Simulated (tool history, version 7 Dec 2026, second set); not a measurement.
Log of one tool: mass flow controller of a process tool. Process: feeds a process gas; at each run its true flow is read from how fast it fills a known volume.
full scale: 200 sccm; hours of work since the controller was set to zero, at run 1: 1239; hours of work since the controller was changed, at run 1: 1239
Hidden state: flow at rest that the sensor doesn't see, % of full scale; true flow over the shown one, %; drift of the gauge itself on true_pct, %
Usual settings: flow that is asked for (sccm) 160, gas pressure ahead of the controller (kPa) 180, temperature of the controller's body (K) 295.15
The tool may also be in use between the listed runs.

run	hour	flow that is asked for (sccm)	gas pressure ahead of the controller (kPa)	temperature of the controller's body (K)	hours of work since the controller was set to zero	hours of work since the controller was changed	true flow (%)
1	0	160	180	295.15	1239	1239	99.12
2	124.2	160	180	295.15	1282	1282	99.13
3	196.9	160	180	296.15	1308	1308	99.18
4	306	160	180	296.15	1346	1346	99.01
5	443.7	160	180	296.15	1394	1394	99.17
6	576.1	71	180	295.15	1440	1440	96.82
7	645.1	160	259	295.15	1464	1464	99.37
8	754.5	160	259	295.15	1503	1503	99.37
9	864	160	200	295.15	1541	1541	99.05
10	928.2	160	180	295.15	1563	1563	99.17
11	1057.4	160	172	295.15	1609	1609	99.09
12	1198	160	172	295.15	1658	1658	98.93
13	1299.7	160	172	295.15	1693	1693	98.91
14	1384.4	160	180	295.15	1723	1723	99.01
15	1474.7	160	180	295.15	1754	1754	98.94
16	1563.9	189	206	298.15	1786	1786	99.98
17	1622.5	160	145	295.15	1806	1806	98.94
18	1747	160	180	302.15	1850	1850	99.56
19	1882.6	160	180	302.15	1897	1897	99.63
20	1957.5	26	180	296.15	1923	1923	92.8
21	2078.5	26	180	296.15	1966	1966	92.7
22	2188.7	160	239	295.15	2004	2004	99.17
23	2304.8	160	180	295.15	2045	2045	98.87
24	2394.2	51	153	299.15	2076	2076	95.59
25	2490	51	153	299.15	2109	2109	95.62
26	2580.8	197	144	299.15	2141	2141	99.89
27	2720.7	32	144	305.15	2190	2190	93.99
28	2840.2	48	186	300.15	2232	2232	95.45
29	2928.3	48	186	300.15	2263	2263	95.48

The same runs without the tool's hidden state, with the same run-to-run variation:
run	true flow (%)
1	99.08
2	99.1
3	99.15
4	98.98
5	99.15
6	97.55
7	99.36
8	99.36
9	99.04
10	99.18
11	99.09
12	98.94
13	98.92
14	99.03
15	98.96
16	99.9
17	98.97
18	99.59
19	99.67
20	96.88
21	96.88
22	99.22
23	98.93
24	97.46
25	97.52
26	99.79
27	97.62
28	97.65
29	97.72
